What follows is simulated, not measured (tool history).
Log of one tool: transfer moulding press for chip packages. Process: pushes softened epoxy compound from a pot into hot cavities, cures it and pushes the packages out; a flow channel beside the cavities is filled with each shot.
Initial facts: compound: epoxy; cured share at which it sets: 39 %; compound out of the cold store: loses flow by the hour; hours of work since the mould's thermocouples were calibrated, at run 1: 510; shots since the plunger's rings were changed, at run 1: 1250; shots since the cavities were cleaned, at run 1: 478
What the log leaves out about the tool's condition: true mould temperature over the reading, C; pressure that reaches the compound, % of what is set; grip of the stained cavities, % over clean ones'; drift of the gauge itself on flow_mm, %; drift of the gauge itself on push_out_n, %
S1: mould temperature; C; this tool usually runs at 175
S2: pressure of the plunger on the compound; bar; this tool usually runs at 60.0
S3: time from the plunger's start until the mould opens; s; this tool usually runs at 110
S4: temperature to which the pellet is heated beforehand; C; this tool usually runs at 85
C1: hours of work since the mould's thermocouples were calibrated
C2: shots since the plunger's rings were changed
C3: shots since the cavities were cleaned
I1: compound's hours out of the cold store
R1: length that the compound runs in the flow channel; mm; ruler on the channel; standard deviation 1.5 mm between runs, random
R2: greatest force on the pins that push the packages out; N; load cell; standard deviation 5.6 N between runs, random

run,hour,S1,S2,S3,S4,C1,C2,C3,I1,R1,R2
1,0.0,175,60.0,110,85,510,1250,478,15.0,707,207
2,22.8,175,60.0,110,85,523,1466,694,14.3,711,194
# hour 34.2: cavities cleaned with cleaning compound and waxed
3,71.3,175,60.0,110,85,549,1912,351,40.7,636,196
# hour 117.7: cavities cleaned with cleaning compound and waxed
4,121.8,175,60.0,110,85,576,2377,39,38.7,640,182
5,145.7,175,60.0,110,85,589,2604,266,9.3,728,210
# hour 157.0: mould's thermocouples calibrated
6,173.6,175,67.8,110,85,9,2849,511,17.0,746,205
# hour 204.9: cavities cleaned with cleaning compound and waxed
7,210.6,175,67.8,110,85,29,3186,54,10.5,768,200
8,245.5,175,67.8,110,85,48,3517,385,19.3,742,203
9,271.6,175,67.8,110,85,62,3764,632,47.2,655,185
# hour 287.8: plunger's sealing rings changed
# hour 294.1: cavities cleaned with cleaning compound and waxed
10,317.8,182,60.0,110,85,86,270,224,29.9,640,157
11,367.4,175,60.0,110,85,113,741,695,28.0,673,186
# hour 378.2: cavities cleaned with cleaning compound and waxed
12,396.5,182,60.0,110,85,128,1003,174,23.5,657,167
13,444.9,182,60.0,110,85,155,1462,633,9.0,700,165
# hour 462.6: cavities cleaned with cleaning compound and waxed
14,470.4,182,60.0,110,85,168,1689,74,19.5,666,166
15,520.0,182,60.1,118,85,196,2160,545,25.5,653,159
# hour 549.7: cavities cleaned with cleaning compound and waxed
16,555.8,174,60.0,110,94,215,2485,58,29.7,668,214
17,580.0,179,68.8,110,85,228,2714,287,22.8,717,178
18,621.6,175,60.0,122,79,251,3109,682,10.4,724,185
# hour 635.4: cavities cleaned with cleaning compound and waxed
19,658.1,175,51.8,140,84,270,3441,216,30.2,617,159
20,681.8,175,48.0,141,90,283,3665,440,38.0,573,159
# hour 707.9: plunger's sealing rings changed
# hour 724.0: cavities cleaned with cleaning compound and waxed
21,738.2,175,48.0,100,91,312,274,136,40.2,570,218
22,763.9,175,66.0,102,78,326,517,379,17.8,736,228
23,800.1,175,66.0,102,78,346,861,723,10.7,760,229
# hour 808.3: cavities cleaned with cleaning compound and waxed
24,823.1,175,66.0,102,78,358,1064,141,15.0,746,226
25,848.7,175,66.0,102,78,372,1307,384,36.7,679,209
# hour 891.3: cavities cleaned with cleaning compound and waxed
26,902.2,169,63.7,132,89,401,1800,104,37.4,686,198
27,943.9,176,63.7,139,89,424,2196,500,29.9,681,172
# hour 974.9: cavities cleaned with cleaning compound and waxed
28,977.0,176,63.7,139,89,441,2495,19,19.6,712,162

Each row is a separate what-if for the run after 28, all from the same tool condition, not one after another. Results?
A,998.5,175,60.0,111,85,453,2699,223,9.6,?,?
B,998.5,176,63.7,100,89,453,2699,223,18.0,?,?
C,998.5,178,63.7,139,93,453,2699,223,35.2,?,?

run,R1,R2
A,727,199
B,716,214
C,657,156
Take away the tool's hidden state, keep each run's random variation, and the runs would have read:
run,R1,R2
A,728,197
B,716,212
C,658,154

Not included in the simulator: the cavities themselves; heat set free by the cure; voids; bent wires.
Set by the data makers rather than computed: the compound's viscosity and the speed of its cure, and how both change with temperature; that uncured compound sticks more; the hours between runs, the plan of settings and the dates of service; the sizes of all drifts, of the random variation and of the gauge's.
